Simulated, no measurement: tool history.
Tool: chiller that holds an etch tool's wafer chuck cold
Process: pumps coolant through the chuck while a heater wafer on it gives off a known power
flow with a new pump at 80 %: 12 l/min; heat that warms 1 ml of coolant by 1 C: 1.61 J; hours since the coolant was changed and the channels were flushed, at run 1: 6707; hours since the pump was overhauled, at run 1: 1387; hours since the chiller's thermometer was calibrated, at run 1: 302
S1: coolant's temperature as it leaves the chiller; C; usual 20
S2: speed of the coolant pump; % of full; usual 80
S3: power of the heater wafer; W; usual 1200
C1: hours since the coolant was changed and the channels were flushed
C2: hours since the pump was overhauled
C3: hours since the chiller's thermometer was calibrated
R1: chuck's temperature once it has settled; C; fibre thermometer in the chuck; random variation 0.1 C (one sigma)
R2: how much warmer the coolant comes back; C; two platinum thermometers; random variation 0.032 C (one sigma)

| run | day | S1 | S2 | S3 | C1 | C2 | C3 | R1 | R2 |
|---|---|---|---|---|---|---|---|---|---|
| 1 | 0 | 20 | 80 | 1200 | 6707 | 1387 | 302 | 28.8 | 3.78 |
| 2 | 6.504 | 20 | 80 | 1200 | 6864 | 1543 | 458 | 28.7 | 3.77 |
| 3 | 15.154 | 20 | 80 | 1200 | 7071 | 1751 | 666 | 28.9 | 3.76 |
| 4 | 20.875 | 20 | 80 | 1200 | 7208 | 1888 | 803 | 28.6 | 3.71 |
| 5 | 28.379 | 20 | 80 | 1200 | 7389 | 2068 | 983 | 28.9 | 3.71 |
| 6 | 35.496 | 20 | 80 | 1200 | 7559 | 2239 | 1154 | 29 | 3.73 |
|  | 37.05 | coolant changed, channels flushed |
| 7 | 41.962 | 17 | 80 | 1200 | 118 | 2388 | 1303 | 25.8 | 3.77 |
| 8 | 47.138 | 17 | 80 | 1200 | 242 | 2513 | 1427 | 25.7 | 3.78 |
| 9 | 55.996 | 17 | 80 | 1200 | 455 | 2725 | 1640 | 25.7 | 3.71 |
| 10 | 61.054 | 20 | 80 | 1200 | 576 | 2847 | 1761 | 28.9 | 3.73 |
| 11 | 68.929 | 20 | 80 | 1200 | 765 | 3036 | 1950 | 28.8 | 3.76 |
| 12 | 73.325 | 20 | 80 | 1200 | 871 | 3141 | 2056 | 28.7 | 3.75 |
| 13 | 80.392 | 20 | 80 | 1200 | 1040 | 3311 | 2225 | 28.7 | 3.71 |
| 14 | 84.9 | 20 | 80 | 1200 | 1148 | 3419 | 2334 | 28.6 | 3.75 |
| 15 | 92.821 | 20 | 80 | 1200 | 1339 | 3609 | 2524 | 28.9 | 3.73 |
| 16 | 97.55 | 20 | 80 | 1200 | 1452 | 3723 | 2637 | 28.8 | 3.69 |
| 17 | 101.488 | 21 | 83 | 641 | 1546 | 3817 | 2732 | 25.7 | 1.94 |
| 18 | 109.708 | 21 | 83 | 641 | 1744 | 4014 | 2929 | 25.5 | 1.89 |
| 19 | 113.388 | 20 | 80 | 1766 | 1832 | 4103 | 3017 | 33.2 | 5.52 |
| 20 | 119.121 | 21 | 80 | 1200 | 1970 | 4240 | 3155 | 29.7 | 3.74 |
| 21 | 125.858 | 28 | 68 | 1736 | 2131 | 4402 | 3317 | 42.5 | 6.38 |
| 22 | 130.996 | 14 | 80 | 1491 | 2255 | 4525 | 3440 | 25.1 | 4.72 |
| 23 | 136.112 | 14 | 80 | 1491 | 2378 | 4648 | 3563 | 25 | 4.69 |
| 24 | 142.771 | 14 | 80 | 909 | 2537 | 4808 | 3723 | 20.5 | 2.88 |
| 25 | 147.829 | 14 | 80 | 909 | 2659 | 4929 | 3844 | 20.5 | 2.84 |
| 26 | 151.904 | 14 | 80 | 909 | 2757 | 5027 | 3942 | 20.6 | 2.77 |
| 27 | 156.096 | 20 | 68 | 1176 | 2857 | 5128 | 4042 | 29.9 | 4.29 |
| 28 | 163.192 | 18 | 80 | 794 | 3027 | 5298 | 4213 | 23.7 | 2.52 |
| 29 | 167.45 | 16 | 65 | 1200 | 3130 | 5400 | 4315 | 26.4 | 4.64 |
| 30 | 174.45 | 20 | 78 | 1069 | 3298 | 5568 | 4483 | 27.9 | 3.42 |
|  | 179.271 | chiller's thermometer calibrated |
| 31 | 181.6 | 20 | 78 | 1069 | 3468 | 5739 | 56 | 28 | 3.45 |

3 ways to go on from here, each from the tool as it stands after run 31. What would each give?
| A | 185.496 | 20 | 94 | 1501 | 3562 | 5832 | 149 | ? | ? |
| B | 185.496 | 20 | 80 | 737 | 3562 | 5832 | 149 | ? | ? |
| C | 185.496 | 12 | 78 | 671 | 3562 | 5832 | 149 | ? | ? |

| run | R1 | R2 |
|---|---|---|
| A | 29.6 | 3.97 |
| B | 25.4 | 2.25 |
| C | 17 | 2.14 |
Without the tool's hidden state the same runs would have given:
| run | R1 | R2 |
|---|---|---|
| A | 29.6 | 3.97 |
| B | 25.4 | 2.25 |
| C | 17 | 2.14 |
